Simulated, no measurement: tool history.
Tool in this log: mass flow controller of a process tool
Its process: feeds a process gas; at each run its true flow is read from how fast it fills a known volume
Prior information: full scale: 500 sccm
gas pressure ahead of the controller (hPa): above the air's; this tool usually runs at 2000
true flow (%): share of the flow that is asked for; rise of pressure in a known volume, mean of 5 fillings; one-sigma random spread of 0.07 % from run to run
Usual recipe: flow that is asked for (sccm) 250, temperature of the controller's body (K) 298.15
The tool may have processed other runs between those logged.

| run | hour | flow that is asked for (sccm) | gas pressure ahead of the controller (hPa) | temperature of the controller's body (K) | true flow (%) |
|---|---|---|---|---|---|
| 1 | 0 | 250 | 2000 | 298.15 | 99.33 |
| 2 | 68.6 | 250 | 2000 | 298.15 | 99.42 |
| 3 | 164.2 | 250 | 2000 | 298.15 | 99.46 |
| 4 | 251.7 | 250 | 2000 | 298.15 | 99.32 |
| 5 | 320 | 250 | 2000 | 298.15 | 99.46 |
| 6 | 405.7 | 250 | 2000 | 298.15 | 99.55 |
| 7 | 473.5 | 250 | 2000 | 298.15 | 99.31 |
| 8 | 554 | 192 | 2000 | 298.15 | 98.84 |
| 9 | 643.2 | 61 | 1590 | 313.15 | 94.19 |
| 10 | 687.3 | 61 | 1590 | 313.15 | 94.1 |
| 11 | 735.1 | 111 | 2080 | 295.15 | 97.56 |
| 12 | 798.6 | 111 | 2080 | 295.15 | 97.5 |
| 13 | 885.9 | 250 | 1900 | 309.15 | 98.9 |
| 14 | 974.7 | 235 | 1900 | 310.15 | 98.66 |

Below are 3 alternative next runs, each starting from the tool's condition after run 14. Predict each:
| A | 1063.1 | 141 | 1470 | 296.15 | ? |
| B | 1063.1 | 279 | 1850 | 298.15 | ? |
| C | 1063.1 | 94 | 1590 | 298.15 | ? |

| run | true flow (%) |
|---|---|
| A | 98.48 |
| B | 99.75 |
| C | 96.92 |
Without the tool's hidden state the same runs would have given:
| run | true flow (%) |
|---|---|
| A | 99.53 |
| B | 99.55 |
| C | 99.25 |
